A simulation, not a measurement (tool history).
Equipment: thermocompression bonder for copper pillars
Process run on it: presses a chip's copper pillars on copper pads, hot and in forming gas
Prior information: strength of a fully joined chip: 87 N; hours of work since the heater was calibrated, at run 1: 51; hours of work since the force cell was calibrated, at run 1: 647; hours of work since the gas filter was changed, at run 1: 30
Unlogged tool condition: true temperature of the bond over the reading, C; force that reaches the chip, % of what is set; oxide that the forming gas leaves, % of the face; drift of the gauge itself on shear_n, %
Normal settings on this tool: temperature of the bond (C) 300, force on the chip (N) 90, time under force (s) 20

| run | hour | temperature of the bond (C) | force on the chip (N) | time under force (s) | hours of work since the heater was calibrated | hours of work since the force cell was calibrated | hours of work since the gas filter was changed | force that shears a chip off (N) |
|---|---|---|---|---|---|---|---|---|
| 1 | 0 | 300 | 90 | 20 | 51 | 647 | 30 | 42.6 |
| 2 | 19.4 | 300 | 73 | 20 | 61 | 657 | 39 | 38.2 |
| 3 | 46.9 | 300 | 73 | 20 | 74 | 670 | 53 | 37.3 |
| 4 | 73.7 | 300 | 90 | 20 | 87 | 683 | 66 | 42.3 |
| 5 | 98.7 | 300 | 90 | 20 | 99 | 695 | 78 | 41.6 |
| 6 | 117 | 300 | 82 | 20 | 108 | 704 | 86 | 39.9 |
| 7 | 153 | 300 | 90 | 20 | 125 | 721 | 104 | 41.1 |
| 8 | 186.5 | 300 | 90 | 20 | 141 | 737 | 120 | 41.2 |
|  | 193.9 | forming gas filter changed |
| 9 | 223 | 300 | 90 | 20 | 158 | 755 | 14 | 42.5 |
| 10 | 252.4 | 300 | 90 | 13 | 172 | 769 | 28 | 36.3 |
| 11 | 270.4 | 300 | 90 | 13 | 181 | 777 | 37 | 35.9 |
| 12 | 286.8 | 300 | 90 | 13 | 189 | 785 | 45 | 36.3 |
| 13 | 302.5 | 300 | 90 | 13 | 197 | 793 | 52 | 35.7 |
| 14 | 320.7 | 300 | 90 | 13 | 205 | 802 | 61 | 35.8 |
| 15 | 355.8 | 283 | 90 | 20 | 222 | 818 | 78 | 33.5 |
| 16 | 386.9 | 283 | 90 | 20 | 237 | 833 | 93 | 33.2 |
| 17 | 413.8 | 283 | 90 | 20 | 250 | 846 | 106 | 33.5 |
| 18 | 435.7 | 300 | 90 | 20 | 261 | 857 | 116 | 40.9 |
|  | 451.2 | forming gas filter changed |
| 19 | 452.5 | 300 | 90 | 45 | 268 | 865 | 1 | 55.2 |
| 20 | 478.2 | 300 | 90 | 20 | 281 | 877 | 13 | 41.5 |
| 21 | 498.3 | 309 | 74 | 19 | 290 | 887 | 23 | 41.2 |
| 22 | 534.9 | 319 | 77 | 14 | 308 | 904 | 40 | 42.1 |
| 23 | 555.4 | 275 | 81 | 13 | 318 | 914 | 50 | 23.4 |
| 24 | 593.2 | 307 | 76 | 20 | 336 | 932 | 68 | 40.6 |
| 25 | 619.7 | 307 | 76 | 20 | 349 | 945 | 81 | 41.1 |
| 26 | 635.7 | 307 | 76 | 20 | 357 | 953 | 89 | 40.6 |
| 27 | 666.5 | 306 | 74 | 20 | 371 | 968 | 104 | 39.4 |
| 28 | 702.8 | 286 | 107 | 24 | 389 | 985 | 121 | 40.4 |
|  | 709.8 | forming gas filter changed |
| 29 | 724.9 | 300 | 57 | 31 | 399 | 995 | 7 | 37.6 |
| 30 | 751.6 | 300 | 90 | 37 | 412 | 1008 | 20 | 51.4 |
| 31 | 769.2 | 300 | 90 | 37 | 421 | 1017 | 29 | 51 |
| 32 | 786.2 | 300 | 90 | 37 | 429 | 1025 | 37 | 50.9 |
| 33 | 807.5 | 317 | 109 | 20 | 439 | 1035 | 47 | 54.3 |
| 34 | 833.1 | 317 | 109 | 20 | 451 | 1048 | 59 | 53.9 |
| 35 | 859 | 317 | 100 | 20 | 464 | 1060 | 72 | 51.6 |
| 36 | 887.2 | 283 | 123 | 45 | 477 | 1074 | 85 | 51.5 |
| 37 | 908.4 | 283 | 123 | 45 | 488 | 1084 | 96 | 51.3 |
| 38 | 946.8 | 300 | 91 | 18 | 506 | 1102 | 114 | 39 |
| 39 | 963.7 | 286 | 69 | 18 | 514 | 1110 | 122 | 27.4 |

Subtracting, for every run, the result it would have given without the tool's unlogged condition from the measured result gives the following. The same run-to-run variation enters both numbers; the gauge's scatter may not:
| run | force that shears a chip off (N) |
|---|---|
| 1 | -0.3 |
| 2 | -0.3 |
| 3 | -0.5 |
| 4 | -0.8 |
| 5 | -1 |
| 6 | -1 |
| 7 | -1.4 |
| 8 | -1.5 |
| 9 | -0.4 |
| 10 | -0.6 |
| 11 | -0.7 |
| 12 | -0.8 |
| 13 | -0.9 |
| 14 | -1 |
| 15 | -1.2 |
| 16 | -1.4 |
| 17 | -1.4 |
| 18 | -1.9 |
| 19 | -0.7 |
| 20 | -0.8 |
| 21 | -0.9 |
| 22 | -1.1 |
| 23 | -1 |
| 24 | -1.6 |
| 25 | -1.8 |
| 26 | -1.8 |
| 27 | -2 |
| 28 | -2.4 |
| 29 | -1.1 |
| 30 | -1.5 |
| 31 | -1.7 |
| 32 | -1.7 |
| 33 | -1.9 |
| 34 | -2.1 |
| 35 | -2.3 |
| 36 | -2.7 |
| 37 | -2.9 |
| 38 | -2.6 |
| 39 | -2.2 |

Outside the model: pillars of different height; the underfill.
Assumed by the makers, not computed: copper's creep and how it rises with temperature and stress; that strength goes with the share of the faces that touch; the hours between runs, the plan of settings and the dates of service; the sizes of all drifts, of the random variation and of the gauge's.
